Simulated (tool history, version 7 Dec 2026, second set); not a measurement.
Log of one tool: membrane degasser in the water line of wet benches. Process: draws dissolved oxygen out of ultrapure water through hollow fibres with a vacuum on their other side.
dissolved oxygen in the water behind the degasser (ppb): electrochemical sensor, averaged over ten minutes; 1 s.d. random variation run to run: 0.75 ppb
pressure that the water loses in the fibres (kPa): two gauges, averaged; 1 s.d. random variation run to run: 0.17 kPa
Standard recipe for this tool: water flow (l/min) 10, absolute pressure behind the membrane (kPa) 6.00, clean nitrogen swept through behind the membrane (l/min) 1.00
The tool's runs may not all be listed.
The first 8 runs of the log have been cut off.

run     day  water flow (l/min)  absolute pressure behind the membrane (kPa)  clean nitrogen swept through behind the membrane (l/min)  dissolved oxygen in the water behind the degasser (ppb)  pressure that the water loses in the fibres (kPa)
  9  13.350                  10                                         6.00                                                      1.00                                                     74.5                                              25.61
 10  14.908                  10                                         6.00                                                      1.00                                                     72.6                                              25.53
 11  15.883                  10                                         4.55                                                      1.00                                                     39.9                                              25.52
 12  17.375                  10                                         4.55                                                      1.00                                                     39.2                                              25.68
 13  19.425                  10                                         4.55                                                      1.00                                                     39.0                                              25.76
 14  21.029                  10                                         6.00                                                      1.00                                                     72.9                                              25.70
 15  22.800                  10                                         6.00                                                      1.00                                                     74.4                                              25.54
 16  24.158                  10                                         6.00                                                      1.48                                                     51.7                                              25.95
 17  26.358                  10                                         6.00                                                      0.97                                                     75.3                                              25.72
 18  28.329                   6                                        13.17                                                      1.09                                                    137.1                                              15.29
     28.546  -- vacuum gauge calibrated
 19  29.479                   6                                        13.17                                                      1.09                                                    137.5                                              15.34
 20  31.400                  11                                        13.24                                                      0.48                                                    515.3                                              28.18
 21  33.550                  10                                         6.66                                                      1.14                                                     82.4                                              25.78
 22  34.858                  10                                         5.19                                                      1.39                                                     43.6                                              25.71
 23  35.954                   8                                         4.05                                                      2.15                                                     11.4                                              20.72
 24  37.988                   8                                        14.34                                                      2.15                                                    105.6                                              20.99
 25  40.221                  10                                        10.02                                                      1.11                                                    155.6                                              26.13
     41.629  -- vacuum gauge calibrated, once more
 26  42.275                  15                                         4.58                                                      2.24                                                     44.1                                              38.77
 27  43.804                  10                                         3.94                                                      1.25                                                     17.3                                              25.50
 28  44.850                  10                                         8.43                                                      0.57                                                    203.3                                              25.30
 29  46.350                  11                                         6.11                                                      1.00                                                     79.3                                              28.40
 30  47.417                  11                                         7.71                                                      0.40                                                    262.2                                              28.43
 31  48.750                  11                                         7.71                                                      0.40                                                    265.1                                              27.89
 32  50.417                  15                                         4.66                                                      1.27                                                     61.8                                              38.33

Alternative continuations, all from the tool just after run 32; predict every row:
  A  51.850                  14                                         4.66                                                      0.76                                                        ?                                                  ?
  B  51.850                   7                                         4.80                                                      1.27                                                        ?                                                  ?
  C  51.850                  10                                         3.77                                                      1.56                                                        ?                                                  ?
  D  51.850                  12                                         6.00                                                      1.00                                                        ?                                                  ?

run  dissolved oxygen in the water behind the degasser (ppb)  pressure that the water loses in the fibres (kPa)
  A                                                     76.0                                              36.20
  B                                                     22.8                                              18.12
  C                                                     11.7                                              25.74
  D                                                     85.1                                              30.94
Without the tool's unlogged condition, the same runs would have read:
run  dissolved oxygen in the water behind the degasser (ppb)  pressure that the water loses in the fibres (kPa)
  A                                                     76.2                                              35.93
  B                                                     22.8                                              17.98
  C                                                     11.9                                              25.55
  D                                                     84.9                                              30.71
